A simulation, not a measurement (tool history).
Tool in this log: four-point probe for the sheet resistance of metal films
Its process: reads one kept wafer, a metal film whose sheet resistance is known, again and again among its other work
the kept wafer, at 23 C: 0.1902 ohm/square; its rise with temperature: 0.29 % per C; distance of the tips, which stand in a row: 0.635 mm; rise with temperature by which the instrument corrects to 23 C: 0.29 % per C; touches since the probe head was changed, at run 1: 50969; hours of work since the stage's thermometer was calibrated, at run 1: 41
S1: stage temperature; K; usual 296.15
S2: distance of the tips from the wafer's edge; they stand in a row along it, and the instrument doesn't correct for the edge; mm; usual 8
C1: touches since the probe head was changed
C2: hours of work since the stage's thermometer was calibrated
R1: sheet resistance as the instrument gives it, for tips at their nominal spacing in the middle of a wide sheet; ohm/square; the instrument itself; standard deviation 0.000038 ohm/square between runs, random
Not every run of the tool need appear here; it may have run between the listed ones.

{"run": 1, "hour": 0.0, "S1": 296.15, "S2": 8, "C1": 50969, "C2": 41, "R1": 0.190878}
{"run": 2, "hour": 21.6, "S1": 296.15, "S2": 8, "C1": 51693, "C2": 55, "R1": 0.19086}
{"run": 3, "hour": 34.3, "S1": 302.15, "S2": 8, "C1": 52119, "C2": 64, "R1": 0.190792}
{"run": 4, "hour": 53.1, "S1": 302.15, "S2": 8, "C1": 52749, "C2": 76, "R1": 0.190733}
{"run": 5, "hour": 70.3, "S1": 304.15, "S2": 8, "C1": 53322, "C2": 88, "R1": 0.190731}
{"run": 6, "hour": 85.8, "S1": 304.15, "S2": 8, "C1": 53843, "C2": 98, "R1": 0.19078}
{"run": 7, "hour": 107.4, "S1": 304.15, "S2": 8, "C1": 54567, "C2": 113, "R1": 0.190751}
{"run": 8, "hour": 128.0, "S1": 304.15, "S2": 8, "C1": 55257, "C2": 127, "R1": 0.190725}
{"run": 9, "hour": 147.1, "S1": 304.15, "S2": 8, "C1": 55895, "C2": 139, "R1": 0.190754}
{"run": 10, "hour": 156.9, "S1": 302.15, "S2": 26, "C1": 56226, "C2": 146, "R1": 0.190171}
{"run": 11, "hour": 176.2, "S1": 296.15, "S2": 4, "C1": 56872, "C2": 159, "R1": 0.192721}
{"run": 12, "hour": 188.4, "S1": 301.15, "S2": 69, "C1": 57279, "C2": 167, "R1": 0.190153}
{"run": 13, "hour": 201.2, "S1": 292.15, "S2": 9, "C1": 57708, "C2": 176, "R1": 0.190761}

The next listed run, before its measurement:
{"run": 14, "hour": 211.4, "S1": 292.15, "S2": 9, "C1": 58049, "C2": 183, "R1": "?"}

{"run 14": {"R1": 0.19073}}
Without the tool's hidden state the same run would have given R1 0.190739 ohm/square.
